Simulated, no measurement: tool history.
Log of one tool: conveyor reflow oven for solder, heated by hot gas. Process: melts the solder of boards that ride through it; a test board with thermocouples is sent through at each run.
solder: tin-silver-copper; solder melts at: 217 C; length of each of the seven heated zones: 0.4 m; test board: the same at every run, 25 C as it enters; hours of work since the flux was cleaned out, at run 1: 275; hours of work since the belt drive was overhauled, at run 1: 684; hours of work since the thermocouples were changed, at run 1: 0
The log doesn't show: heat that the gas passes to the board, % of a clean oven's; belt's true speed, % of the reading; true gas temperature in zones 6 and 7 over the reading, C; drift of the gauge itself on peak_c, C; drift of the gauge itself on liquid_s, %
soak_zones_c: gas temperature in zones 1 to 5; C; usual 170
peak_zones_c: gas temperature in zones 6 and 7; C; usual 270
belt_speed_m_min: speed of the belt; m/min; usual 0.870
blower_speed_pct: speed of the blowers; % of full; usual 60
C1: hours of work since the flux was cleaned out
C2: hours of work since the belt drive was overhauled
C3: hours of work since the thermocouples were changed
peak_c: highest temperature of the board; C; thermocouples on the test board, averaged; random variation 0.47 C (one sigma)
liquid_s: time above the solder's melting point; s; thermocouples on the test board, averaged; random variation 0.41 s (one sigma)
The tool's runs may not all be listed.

Run 1, day 0.000: usual settings; C1 275; C2 684; C3 0. Result: peak_c 245.1 C, liquid_s 34.9 s.
Run 2, day 2.612: usual settings; C1 303; C2 712; C3 28. Result: peak_c 244.4 C, liquid_s 34.0 s.
Run 3, day 5.062: usual settings; C1 329; C2 739; C3 54. Result: peak_c 244.4 C, liquid_s 34.3 s.
Run 4, day 7.388: usual settings but blower_speed_pct 65 % of full; C1 354; C2 764; C3 79. Result: peak_c 245.3 C, liquid_s 35.3 s.
At day 9.417: belt drive overhauled, speed set with a stopwatch.
Run 5, day 10.471: usual settings but blower_speed_pct 65 % of full; C1 386; C2 11; C3 111. Result: peak_c 244.4 C, liquid_s 33.9 s.
Run 6, day 12.892: usual settings but belt_speed_m_min 0.979 m/min; C1 412; C2 37; C3 137. Result: peak_c 236.5 C, liquid_s 23.3 s.
Run 7, day 16.096: usual settings but belt_speed_m_min 0.979 m/min, blower_speed_pct 74 % of full; C1 446; C2 72; C3 171. Result: peak_c 241.8 C, liquid_s 27.4 s.
Run 8, day 19.175: usual settings; C1 479; C2 105; C3 205. Result: peak_c 242.0 C, liquid_s 32.2 s.
At day 21.112: flux residue cleaned out of gas plates and filters.
Run 9, day 21.112: usual settings but belt_speed_m_min 0.743 m/min; C1 0; C2 124; C3 223. Result: peak_c 244.2 C, liquid_s 40.8 s.
Run 10, day 23.408: usual settings but blower_speed_pct 75 % of full; C1 25; C2 148; C3 248. Result: peak_c 242.0 C, liquid_s 31.1 s.
Run 11, day 26.779: usual settings but soak_zones_c 177 C, belt_speed_m_min 0.706 m/min; C1 61; C2 185; C3 284. Result: peak_c 247.7 C, liquid_s 46.9 s.
Run 12, day 28.158: usual settings but soak_zones_c 177 C, belt_speed_m_min 0.706 m/min; C1 76; C2 200; C3 299. Result: peak_c 247.6 C, liquid_s 48.1 s.
Run 13, day 29.946: usual settings but soak_zones_c 177 C, belt_speed_m_min 0.706 m/min; C1 95; C2 219; C3 318. Result: peak_c 247.6 C, liquid_s 46.8 s.
Run 14, day 32.250: usual settings but soak_zones_c 177 C, belt_speed_m_min 0.706 m/min; C1 120; C2 244; C3 343. Result: peak_c 247.3 C, liquid_s 47.3 s.
At day 33.771: flux residue cleaned out of gas plates and filters, once more.
Run 15, day 34.208: usual settings but peak_zones_c 274 C, belt_speed_m_min 0.745 m/min, blower_speed_pct 54 % of full; C1 5; C2 262; C3 362. Result: peak_c 254.3 C, liquid_s 47.7 s.
Run 16, day 37.588: usual settings but soak_zones_c 175 C, belt_speed_m_min 0.856 m/min; C1 41; C2 299; C3 398. Result: peak_c 248.3 C, liquid_s 39.0 s.
Run 17, day 39.117: usual settings but soak_zones_c 159 C, peak_zones_c 278 C, belt_speed_m_min 0.742 m/min, blower_speed_pct 73 % of full; C1 58; C2 315; C3 415. Result: peak_c 260.4 C, liquid_s 49.1 s.
Run 18, day 40.550: usual settings but soak_zones_c 168 C, belt_speed_m_min 0.742 m/min, blower_speed_pct 69 % of full; C1 73; C2 331; C3 430. Result: peak_c 254.0 C, liquid_s 48.0 s.

Forecast each of these 5 alternatives for the next run:
Run A, day 43.112: usual settings but soak_zones_c 168 C, belt_speed_m_min 0.822 m/min, blower_speed_pct 69 % of full; C1 101; C2 358; C3 458. Result: peak_c ?, liquid_s ?.
Run B, day 43.112: usual settings but soak_zones_c 168 C, belt_speed_m_min 0.772 m/min, blower_speed_pct 69 % of full; C1 101; C2 358; C3 458. Result: peak_c ?, liquid_s ?.
Run C, day 43.112: usual settings but peak_zones_c 271 C, blower_speed_pct 52 % of full; C1 101; C2 358; C3 458. Result: peak_c ?, liquid_s ?.
Run D, day 43.112: usual settings but belt_speed_m_min 0.778 m/min, blower_speed_pct 66 % of full; C1 101; C2 358; C3 458. Result: peak_c ?, liquid_s ?.
Run E, day 43.112: usual settings but soak_zones_c 168 C, peak_zones_c 280 C, belt_speed_m_min 0.889 m/min, blower_speed_pct 69 % of full; C1 101; C2 358; C3 458. Result: peak_c ?, liquid_s ?.

run  peak_c  liquid_s
  A   249.7      40.3
  B   252.1      45.2
  C   243.6      32.6
  D   251.1      44.9
  E   255.6      39.7
Without the tool's hidden state the same runs would have given:
run  peak_c  liquid_s
  A   251.6      41.4
  B   253.9      46.2
  C   245.4      33.8
  D   252.9      45.9
  E   257.6      40.6

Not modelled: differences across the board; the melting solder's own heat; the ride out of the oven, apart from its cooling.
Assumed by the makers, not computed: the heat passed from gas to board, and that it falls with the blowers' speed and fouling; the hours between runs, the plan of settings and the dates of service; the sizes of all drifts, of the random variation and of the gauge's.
